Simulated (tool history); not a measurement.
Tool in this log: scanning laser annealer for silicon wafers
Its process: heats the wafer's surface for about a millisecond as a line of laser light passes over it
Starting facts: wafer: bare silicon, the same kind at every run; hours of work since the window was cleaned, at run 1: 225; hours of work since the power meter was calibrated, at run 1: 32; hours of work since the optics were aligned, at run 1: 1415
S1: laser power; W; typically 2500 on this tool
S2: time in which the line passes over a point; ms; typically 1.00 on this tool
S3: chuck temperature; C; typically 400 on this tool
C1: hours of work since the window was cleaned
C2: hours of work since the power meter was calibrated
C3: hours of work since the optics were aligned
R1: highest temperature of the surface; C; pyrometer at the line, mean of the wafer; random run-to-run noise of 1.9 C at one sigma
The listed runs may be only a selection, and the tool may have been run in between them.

{"run": 1, "hour": 0.0, "S1": 2500, "S2": 1.0, "S3": 400, "C1": 225, "C2": 32, "C3": 1415, "R1": 1239}
{"run": 2, "hour": 7.4, "S1": 2500, "S2": 1.0, "S3": 400, "C1": 228, "C2": 35, "C3": 1419, "R1": 1242}
{"run": 3, "hour": 13.0, "S1": 2500, "S2": 0.98, "S3": 400, "C1": 231, "C2": 38, "C3": 1421, "R1": 1232}
{"run": 4, "hour": 20.2, "S1": 2500, "S2": 1.06, "S3": 400, "C1": 234, "C2": 41, "C3": 1424, "R1": 1269}
{"run": 5, "hour": 30.2, "S1": 2500, "S2": 1.09, "S3": 400, "C1": 238, "C2": 45, "C3": 1429, "R1": 1284}
{"run": 6, "hour": 41.1, "S1": 2341, "S2": 0.91, "S3": 372, "C1": 243, "C2": 50, "C3": 1433, "R1": 1103}
{"run": 7, "hour": 48.6, "S1": 2341, "S2": 0.91, "S3": 372, "C1": 246, "C2": 53, "C3": 1437, "R1": 1103}
{"run": 8, "hour": 54.8, "S1": 2500, "S2": 1.22, "S3": 419, "C1": 249, "C2": 56, "C3": 1439, "R1": 1366}
{"run": 9, "hour": 62.3, "S1": 2312, "S2": 1.23, "S3": 408, "C1": 252, "C2": 59, "C3": 1443, "R1": 1277}
{"run": 10, "hour": 68.0, "S1": 2312, "S2": 1.16, "S3": 436, "C1": 255, "C2": 62, "C3": 1445, "R1": 1273}

Predict each of these 3 candidate next runs independently; none follows another, all start after run 10:
{"run": "A", "hour": 74.7, "S1": 2500, "S2": 1.0, "S3": 400, "C1": 258, "C2": 65, "C3": 1448, "R1": "?"}
{"run": "B", "hour": 74.7, "S1": 2500, "S2": 0.9, "S3": 400, "C1": 258, "C2": 65, "C3": 1448, "R1": "?"}
{"run": "C", "hour": 74.7, "S1": 2565, "S2": 0.89, "S3": 378, "C1": 258, "C2": 65, "C3": 1448, "R1": "?"}

run=A R1=1242
run=B R1=1190
run=C R1=1184
Take away the tool's hidden state, keep each run's random variation, and the runs would have read:
run=A R1=1242
run=B R1=1190
run=C R1=1185
